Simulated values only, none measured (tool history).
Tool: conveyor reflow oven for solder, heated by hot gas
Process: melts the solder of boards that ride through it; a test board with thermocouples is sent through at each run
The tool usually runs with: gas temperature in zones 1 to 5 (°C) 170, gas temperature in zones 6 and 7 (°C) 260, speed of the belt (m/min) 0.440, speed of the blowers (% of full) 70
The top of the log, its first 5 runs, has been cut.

run	hour	gas temperature in zones 1 to 5 (°C)	gas temperature in zones 6 and 7 (°C)	speed of the belt (m/min)	speed of the blowers (% of full)	hours of work since the flux was cleaned out	hours of work since the belt drive was overhauled	hours of work since the thermocouples were changed	highest temperature of the board (°C)	time above the solder's melting point (s)
6	202.6	170	260	0.440	70	84	816	241	247.2	67.3
7	230.9	170	260	0.440	70	95	828	253	247.6	66.6
8	272.9	170	260	0.440	70	113	845	270	247.3	67.5
9	300.2	170	260	0.440	70	124	857	282	247.6	66.9
10	335.5	170	260	0.440	83	139	871	296	249.0	69.3
11	383.6	170	260	0.440	70	159	891	316	246.9	66.8
12	419.5	170	260	0.440	70	173	906	331	247.0	67.3
13	467.2	170	260	0.440	70	193	926	351	247.1	66.5
14	504.1	170	260	0.440	70	208	941	366	247.0	66.8
15	550.9	170	260	0.440	70	228	960	385	247.0	66.7
# hour 559.0: flux residue cleaned out of gas plates and filters
16	607.3	159	256	0.469	81	20	981	407	240.9	51.0
17	629.3	159	256	0.469	81	29	990	416	240.7	50.1
18	652.1	159	257	0.477	81	38	1000	425	241.2	49.9
19	681.0	156	262	0.528	81	50	1012	437	241.3	42.9
20	703.5	156	269	0.528	81	60	1021	446	246.8	48.8
21	746.7	156	269	0.528	73	78	1039	464	245.0	46.8
# hour 784.6: flux residue cleaned out of gas plates and filters, once more
22	784.6	156	273	0.528	73	0	1053	478	251.8	54.2
23	821.0	167	251	0.440	88	15	1068	493	242.3	62.1
24	859.6	160	251	0.384	69	31	1084	509	242.1	69.5
25	903.9	160	251	0.384	69	49	1102	527	242.2	69.1
26	954.0	170	267	0.484	70	70	1123	548	251.4	64.5
27	981.8	171	267	0.405	83	82	1134	559	258.6	85.4

Run 28 is up next; what results do you expect?
28	1011.4	171	267	0.405	83	94	1146	571	?	?

For run 28 the tool returned highest temperature of the board (°C) 258.1, time above the solder's melting point (s) 85.7.
With the hidden condition absent and the run-to-run variation left alone, this run would have shown highest temperature of the board (°C) 256.9, time above the solder's melting point (s) 83.1.
